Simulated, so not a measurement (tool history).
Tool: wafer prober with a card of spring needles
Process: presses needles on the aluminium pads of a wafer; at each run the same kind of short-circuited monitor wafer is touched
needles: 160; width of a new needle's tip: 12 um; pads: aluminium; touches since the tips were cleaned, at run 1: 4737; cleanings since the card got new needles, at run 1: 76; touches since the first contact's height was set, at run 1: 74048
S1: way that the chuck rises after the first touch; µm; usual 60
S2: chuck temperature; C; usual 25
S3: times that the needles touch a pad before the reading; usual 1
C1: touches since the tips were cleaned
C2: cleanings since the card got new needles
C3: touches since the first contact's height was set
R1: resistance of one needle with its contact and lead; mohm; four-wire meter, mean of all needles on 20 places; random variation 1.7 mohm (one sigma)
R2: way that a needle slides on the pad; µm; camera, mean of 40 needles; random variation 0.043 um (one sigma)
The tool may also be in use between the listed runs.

Run 1, hour 0: usual settings; C1 4737; C2 76; C3 74048. Result: R1 167 mohm, R2 15.5 µm.
At hour 4.1: tips cleaned on abrasive film.
At hour 23.5: tips cleaned on abrasive film.
At hour 42.8: tips cleaned on abrasive film.
At hour 60.5: tips cleaned on abrasive film.
Run 2, hour 63.7: usual settings; C1 1148; C2 80; C3 96610. Result: R1 164 mohm, R2 15.53 µm.
At hour 78.2: tips cleaned on abrasive film.
Run 3, hour 91.3: usual settings; C1 4672; C2 81; C3 106408. Result: R1 165 mohm, R2 15.48 µm.
At hour 95.3: tips cleaned on abrasive film.
At hour 113.7: tips cleaned on abrasive film.
At hour 131: tips cleaned on abrasive film.
Run 4, hour 140.3: usual settings; C1 3315; C2 84; C3 123785. Result: R1 164 mohm, R2 15.51 µm.
At hour 148.3: tips cleaned on abrasive film.
At hour 166.9: tips cleaned on abrasive film.
Run 5, hour 181.7: usual settings; C1 5275; C2 86; C3 138476. Result: R1 167 mohm, R2 15.42 µm.
At hour 185.7: tips cleaned on abrasive film.
At hour 204.8: tips cleaned on abrasive film.
At hour 223.4: tips cleaned on abrasive film.
At hour 223.7: height of the first contact set anew.
Run 6, hour 229.9: usual settings but S1 64 µm; C1 2209; C2 89; C3 2209. Result: R1 164 mohm, R2 16.54 µm.
At hour 241.1: tips cleaned on abrasive film.
At hour 259.1: tips cleaned on abrasive film.
At hour 277: tips cleaned on abrasive film.
Run 7, hour 286.4: usual settings but S1 72 µm, S2 89 C; C1 3365; C2 92; C3 22266. Result: R1 176 mohm, R2 18.59 µm.
At hour 294.5: tips cleaned on abrasive film.
At hour 312.8: tips cleaned on abrasive film.
Run 8, hour 321.2: usual settings but S2 115 C; C1 2977; C2 94; C3 34583. Result: R1 183 mohm, R2 15.46 µm.
At hour 332.6: tips cleaned on abrasive film.
At hour 351.3: tips cleaned on abrasive film.
At hour 368: tips cleaned on abrasive film.
Run 9, hour 380.8: usual settings but S1 41 µm, S2 118 C, S3 3; C1 4597; C2 97; C3 55754. Result: R1 194 mohm, R2 10.51 µm.
At hour 384.1: tips cleaned on abrasive film.
At hour 403.1: tips cleaned on abrasive film.
At hour 421.8: tips cleaned on abrasive film.
Run 10, hour 429.5: usual settings but S1 41 µm, S2 33 C, S3 2; C1 2749; C2 100; C3 72986. Result: R1 176 mohm, R2 10.57 µm.
At hour 441.3: tips cleaned on abrasive film.
At hour 459.8: tips cleaned on abrasive film.
At hour 476.7: tips cleaned on abrasive film.
Run 11, hour 476.7: usual settings but S1 52 µm, S2 43 C; C1 0; C2 103; C3 89719. Result: R1 171 mohm, R2 13.33 µm.
At hour 495.1: tips cleaned on abrasive film.
Run 12, hour 507.5: usual settings but S1 52 µm, S2 43 C; C1 4391; C2 104; C3 100641. Result: R1 172 mohm, R2 13.3 µm.

Measured less the same run without the tool's hidden state. The same run-to-run variation is in both; the gauge's scatter may not be:
The hidden state here: debris on the tips, nm; way that the needles fall short of the set height, um; tips' diameter, um; drift of the gauge itself on contact_mohm, %; drift of the gauge itself on scrub_um, %.
run     R2
  1     +0
  2  -0.01
  3  -0.02
  4  -0.04
  5  -0.04
  6  -0.06
  7  -0.08
  8  -0.07
  9  -0.06
 10  -0.07
 11   -0.1
 12   -0.1
R1: within 1 mohm of the measured result in every run.

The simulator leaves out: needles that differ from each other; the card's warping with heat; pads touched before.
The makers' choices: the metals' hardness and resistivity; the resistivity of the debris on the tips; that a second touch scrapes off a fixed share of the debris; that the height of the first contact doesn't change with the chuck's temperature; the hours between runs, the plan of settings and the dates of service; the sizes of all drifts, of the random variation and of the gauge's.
